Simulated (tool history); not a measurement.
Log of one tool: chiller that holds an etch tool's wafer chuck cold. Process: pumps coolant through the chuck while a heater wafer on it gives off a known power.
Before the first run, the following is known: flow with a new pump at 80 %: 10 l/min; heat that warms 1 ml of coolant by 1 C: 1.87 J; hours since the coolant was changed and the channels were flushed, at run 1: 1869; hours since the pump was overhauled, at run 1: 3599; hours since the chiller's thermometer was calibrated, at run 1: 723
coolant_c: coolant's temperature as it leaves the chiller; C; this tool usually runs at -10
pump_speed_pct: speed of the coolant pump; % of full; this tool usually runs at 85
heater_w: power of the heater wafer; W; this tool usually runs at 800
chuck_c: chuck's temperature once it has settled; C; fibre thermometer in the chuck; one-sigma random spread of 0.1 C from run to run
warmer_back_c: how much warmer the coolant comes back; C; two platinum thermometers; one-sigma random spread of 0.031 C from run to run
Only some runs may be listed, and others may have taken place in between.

run     day  coolant_c  pump_speed_pct  heater_w  hours since the coolant was changed and the channels were flushed  hours since the pump was overhauled  hours since the chiller's thermometer was calibrated  chuck_c  warmer_back_c
  1       0        -10              85       800                                                               1869                                 3599                                                   723     -4.6           2.56
  2   1.567        -10              85       800                                                               1907                                 3637                                                   761     -4.7           2.54
  3   4.046        -10              85       800                                                               1966                                 3696                                                   821     -4.7           2.57
  4   7.483        -10              98       800                                                               2049                                 3779                                                   903     -5.1           2.17
  5  11.212        -10              98       800                                                               2138                                 3868                                                   993       -5           2.16
  6  12.783        -10              98       800                                                               2176                                 3906                                                  1030     -5.3            2.2
  7  16.546         -6              85       800                                                               2266                                 3996                                                  1121     -0.7           2.52
  8  19.579         -6              85       800                                                               2339                                 4069                                                  1193     -0.5           2.52
  9  21.954        -15              85       608                                                               2396                                 4126                                                  1250    -10.8           1.97
     22.508  -- coolant pump overhauled
 10  25.325        -15              85       608                                                               2472                                   68                                                  1326    -10.9           2.01
 11  27.812        -15              85       608                                                               2532                                  127                                                  1386      -11           2.04
 12  29.738        -15              71       957                                                               2578                                  173                                                  1432     -7.7           3.86
 13  32.104        -10             100       569                                                               2635                                  230                                                  1489     -6.6           1.59
 14  34.075        -11              94      1097                                                               2682                                  278                                                  1536       -4           3.29
 15  35.671        -11              94       534                                                               2720                                  316                                                  1575     -7.8           1.53
 16  38.233        -11              94       534                                                               2782                                  377                                                  1636     -7.6            1.6

Hidden state or all else? Some run-to-run changes of chuck_c, split into what the settings, what came in and random variation would give without the hidden state, and what is left for the hidden state (with any gauge scatter that isn't in both results):
The tool's hidden condition here consists of: heat passed by the chuck's channels, % of clean ones'; flow at a given pump speed, % of a new pump's; coolant's true temperature over the reading, C; drift of the gauge itself on chuck_c, C; drift of the gauge itself on warmer_back_c, C.
Run 8 -> 9: coolant_c -6 -> -15, heater_w 800 -> 608. chuck_c -10.3 C: hidden state -0.1, all else -10.2.
Run 12 -> 13: coolant_c -15 -> -10, pump_speed_pct 71 -> 100, heater_w 957 -> 569. chuck_c +1.1 C: hidden state -0.4, all else +1.5.

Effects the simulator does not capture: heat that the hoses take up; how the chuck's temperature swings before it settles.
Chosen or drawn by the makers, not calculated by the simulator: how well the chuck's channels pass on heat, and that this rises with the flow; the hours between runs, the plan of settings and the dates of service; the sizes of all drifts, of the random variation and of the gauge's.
